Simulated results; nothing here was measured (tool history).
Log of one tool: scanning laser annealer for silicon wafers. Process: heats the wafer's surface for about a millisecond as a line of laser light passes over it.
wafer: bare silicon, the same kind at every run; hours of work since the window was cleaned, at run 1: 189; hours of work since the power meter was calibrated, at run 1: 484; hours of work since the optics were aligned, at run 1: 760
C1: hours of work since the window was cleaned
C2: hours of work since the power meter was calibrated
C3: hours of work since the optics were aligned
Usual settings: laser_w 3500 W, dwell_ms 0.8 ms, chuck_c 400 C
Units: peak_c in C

run 1 hour=0 | laser_w=3500 dwell_ms=0.8 chuck_c=400 | C1=189 C2=484 C3=760 | peak_c=1168
run 2 hour=26.5 | laser_w=3500 dwell_ms=0.611 chuck_c=400 | C1=201 C2=496 C3=772 | peak_c=1077
run 3 hour=43.5 | laser_w=3500 dwell_ms=0.611 chuck_c=400 | C1=209 C2=504 C3=780 | peak_c=1082
run 4 hour=63.8 | laser_w=3500 dwell_ms=0.611 chuck_c=366 | C1=219 C2=514 C3=790 | peak_c=1045
-- hour=87 optics aligned, line set to its width
run 5 hour=88.9 | laser_w=3500 dwell_ms=0.611 chuck_c=366 | C1=228 C2=523 C3=1 | peak_c=1063
run 6 hour=124 | laser_w=3500 dwell_ms=0.611 chuck_c=366 | C1=245 C2=540 C3=17 | peak_c=1059
run 7 hour=159.4 | laser_w=3562 dwell_ms=0.611 chuck_c=366 | C1=261 C2=556 C3=34 | peak_c=1073
run 8 hour=190.5 | laser_w=3562 dwell_ms=0.611 chuck_c=366 | C1=276 C2=571 C3=49 | peak_c=1073
run 9 hour=207.5 | laser_w=3500 dwell_ms=0.94 chuck_c=400 | C1=284 C2=579 C3=57 | peak_c=1240
run 10 hour=232.2 | laser_w=3500 dwell_ms=0.94 chuck_c=400 | C1=295 C2=591 C3=68 | peak_c=1241
run 11 hour=251.9 | laser_w=3500 dwell_ms=0.94 chuck_c=400 | C1=305 C2=600 C3=78 | peak_c=1235
run 12 hour=271.8 | laser_w=3500 dwell_ms=0.94 chuck_c=400 | C1=314 C2=609 C3=87 | peak_c=1236
run 13 hour=302.9 | laser_w=3500 dwell_ms=0.907 chuck_c=400 | C1=329 C2=624 C3=102 | peak_c=1222
run 14 hour=330.3 | laser_w=3500 dwell_ms=0.907 chuck_c=400 | C1=342 C2=637 C3=115 | peak_c=1220
run 15 hour=363.9 | laser_w=3500 dwell_ms=0.8 chuck_c=373 | C1=357 C2=653 C3=130 | peak_c=1148
run 16 hour=389.7 | laser_w=3500 dwell_ms=0.8 chuck_c=373 | C1=370 C2=665 C3=143 | peak_c=1149
run 17 hour=414.9 | laser_w=3500 dwell_ms=0.8 chuck_c=400 | C1=381 C2=677 C3=154 | peak_c=1176
run 18 hour=431.4 | laser_w=3780 dwell_ms=0.8 chuck_c=400 | C1=389 C2=684 C3=162 | peak_c=1238
run 19 hour=464.3 | laser_w=3780 dwell_ms=0.8 chuck_c=400 | C1=405 C2=700 C3=178 | peak_c=1235
run 20 hour=491.5 | laser_w=3465 dwell_ms=0.8 chuck_c=400 | C1=418 C2=713 C3=190 | peak_c=1159
run 21 hour=510.1 | laser_w=3465 dwell_ms=0.8 chuck_c=400 | C1=426 C2=721 C3=199 | peak_c=1162
run 22 hour=534.1 | laser_w=3187 dwell_ms=0.676 chuck_c=403 | C1=438 C2=733 C3=210 | peak_c=1052
run 23 hour=549.8 | laser_w=3187 dwell_ms=0.731 chuck_c=394 | C1=445 C2=740 C3=218 | peak_c=1061
run 24 hour=570.1 | laser_w=3553 dwell_ms=0.731 chuck_c=394 | C1=455 C2=750 C3=227 | peak_c=1142
run 25 hour=606 | laser_w=3500 dwell_ms=0.8 chuck_c=382 | C1=471 C2=767 C3=244 | peak_c=1149
run 26 hour=621.6 | laser_w=3446 dwell_ms=0.585 chuck_c=388 | C1=479 C2=774 C3=252 | peak_c=1043
run 27 hour=650.8 | laser_w=3124 dwell_ms=0.801 chuck_c=436 | C1=493 C2=788 C3=265 | peak_c=1114
-- hour=666.7 window over the wafer cleaned
run 28 hour=676.6 | laser_w=3431 dwell_ms=0.786 chuck_c=392 | C1=5 C2=799 C3=277 | peak_c=1163
run 29 hour=707.7 | laser_w=3159 dwell_ms=0.624 chuck_c=397 | C1=19 C2=813 C3=291 | peak_c=1031
run 30 hour=728.2 | laser_w=3159 dwell_ms=0.624 chuck_c=397 | C1=29 C2=823 C3=301 | peak_c=1032
run 31 hour=746.3 | laser_w=3159 dwell_ms=0.624 chuck_c=397 | C1=37 C2=832 C3=309 | peak_c=1031
run 32 hour=770.5 | laser_w=3159 dwell_ms=0.624 chuck_c=397 | C1=49 C2=843 C3=321 | peak_c=1027
run 33 hour=802.1 | laser_w=3525 dwell_ms=0.624 chuck_c=397 | C1=64 C2=858 C3=336 | peak_c=1106
run 34 hour=835.7 | laser_w=3525 dwell_ms=0.624 chuck_c=397 | C1=80 C2=874 C3=352 | peak_c=1102
run 35 hour=864.5 | laser_w=3334 dwell_ms=0.624 chuck_c=383 | C1=93 C2=887 C3=365 | peak_c=1049
run 36 hour=894.3 | laser_w=3334 dwell_ms=0.624 chuck_c=383 | C1=107 C2=901 C3=379 | peak_c=1050
run 37 hour=919.3 | laser_w=3574 dwell_ms=0.81 chuck_c=368 | C1=119 C2=913 C3=391 | peak_c=1171
run 38 hour=946.6 | laser_w=3500 dwell_ms=0.883 chuck_c=404 | C1=132 C2=926 C3=404 | peak_c=1222
run 39 hour=978.2 | laser_w=3500 dwell_ms=0.684 chuck_c=404 | C1=147 C2=941 C3=419 | peak_c=1132
run 40 hour=1003 | laser_w=3500 dwell_ms=0.684 chuck_c=404 | C1=158 C2=952 C3=430 | peak_c=1132

Some steps in peak_c between neighbouring runs. How much of each would the tool show without its hidden state too (settings, what came in, random variation), and how much is left for the hidden state, with any gauge scatter that isn't in both results?
The hidden state here: light that passes the window, % of a clean one's; laser's true power over the reading, %; width of the line over the set one, %; drift of the gauge itself on peak_c, C.
Run 4 -> 5: optics aligned, line set to its width. peak_c +18 C: hidden state +17, all else +1.
Run 8 -> 9: laser_w 3562 -> 3500, dwell_ms 0.611 -> 0.94, chuck_c 366 -> 400. peak_c +167 C: hidden state -4, all else +171.
Run 27 -> 28: laser_w 3124 -> 3431, dwell_ms 0.801 -> 0.786, chuck_c 436 -> 392, window over the wafer cleaned. peak_c +49 C: hidden state +24, all else +25.
Run 28 -> 29: laser_w 3431 -> 3159, dwell_ms 0.786 -> 0.624, chuck_c 392 -> 397. peak_c -132 C: hidden state +0, all else -132.
Run 36 -> 37: laser_w 3334 -> 3574, dwell_ms 0.624 -> 0.81, chuck_c 383 -> 368. peak_c +121 C: hidden state -4, all else +125.
